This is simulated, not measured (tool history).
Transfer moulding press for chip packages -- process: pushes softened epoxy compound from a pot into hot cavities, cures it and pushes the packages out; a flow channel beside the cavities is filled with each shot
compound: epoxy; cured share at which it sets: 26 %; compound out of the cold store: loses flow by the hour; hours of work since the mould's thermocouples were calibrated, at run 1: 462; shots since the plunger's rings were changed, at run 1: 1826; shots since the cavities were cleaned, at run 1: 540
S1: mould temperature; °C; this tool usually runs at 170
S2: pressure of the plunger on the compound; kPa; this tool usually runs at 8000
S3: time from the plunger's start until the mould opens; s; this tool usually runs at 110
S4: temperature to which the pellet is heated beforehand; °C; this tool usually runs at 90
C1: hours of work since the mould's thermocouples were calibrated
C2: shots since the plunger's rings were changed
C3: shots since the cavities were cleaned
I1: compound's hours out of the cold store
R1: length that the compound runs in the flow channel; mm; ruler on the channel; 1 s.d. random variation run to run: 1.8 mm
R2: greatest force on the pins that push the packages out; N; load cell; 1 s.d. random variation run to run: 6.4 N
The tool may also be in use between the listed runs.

run	hour	S1	S2	S3	S4	C1	C2	C3	I1	R1	R2
1	0	170	8000	110	90	462	1826	540	8.1	823	411
2	30.8	170	8000	110	90	477	2064	778	35.5	712	415
# hour 43.2: cavities cleaned with cleaning compound and waxed
3	53.9	170	8000	110	90	488	2230	82	43	688	311
4	86.8	170	8000	104	90	504	2484	336	26.3	743	399
5	113.4	170	8000	104	90	517	2689	541	15.4	782	427
6	138.8	170	8000	104	90	530	2885	737	10.6	799	441
# hour 157.3: cavities cleaned with cleaning compound and waxed
7	157.3	170	8000	104	90	538	3016	0	32.2	715	307
8	188.1	170	8000	107	90	554	3253	237	14.7	780	359
9	208.5	176	8000	110	90	564	3410	394	9.6	786	340
# hour 244: plunger's sealing rings changed
10	244	174	8000	110	90	580	0	649	33.4	731	378
11	265.1	174	8000	110	90	591	163	812	40.2	704	386
# hour 274.7: cavities cleaned with cleaning compound and waxed
12	304	174	8000	110	90	609	451	226	19.2	781	314
# hour 328.8: mould's thermocouples calibrated
13	334.5	174	8000	110	90	3	670	445	25.9	754	346
14	354.4	172	8000	110	90	13	824	599	26.5	753	377
15	370.7	170	8000	110	90	21	950	725	45.3	690	423
# hour 390.4: cavities cleaned with cleaning compound and waxed
16	409.6	170	8000	110	90	39	1238	148	33.1	733	341
17	445.7	170	8000	129	93	57	1517	427	38.1	710	353
18	481.8	170	6140	110	97	75	1795	705	23.6	670	421
# hour 505.2: cavities cleaned with cleaning compound and waxed
19	520.7	170	6140	110	97	94	2083	119	44	597	323
20	546.3	170	8750	110	80	106	2280	316	32.7	755	363
21	575.1	170	7690	110	90	121	2503	539	31.7	706	399
22	599.2	174	7130	133	83	133	2688	724	30.5	676	368
# hour 619: cavities cleaned with cleaning compound and waxed
23	631.4	162	8300	133	83	148	2925	95	13.7	825	371
24	648.5	167	8300	133	83	156	3057	227	43	696	337
25	676.3	170	6560	121	93	170	3271	441	23.8	675	368
26	693.5	170	6560	121	93	179	3404	574	23.4	674	375

What will run 27 give?
27	713.6	170	8000	110	91	189	3559	729	47.5	?	?

{"run 27": {"R1": 657, "R2": 408}}
If the tool had no hidden condition, the same run with the same run-to-run variation would have returned R1 694 mm, R2 286 N.
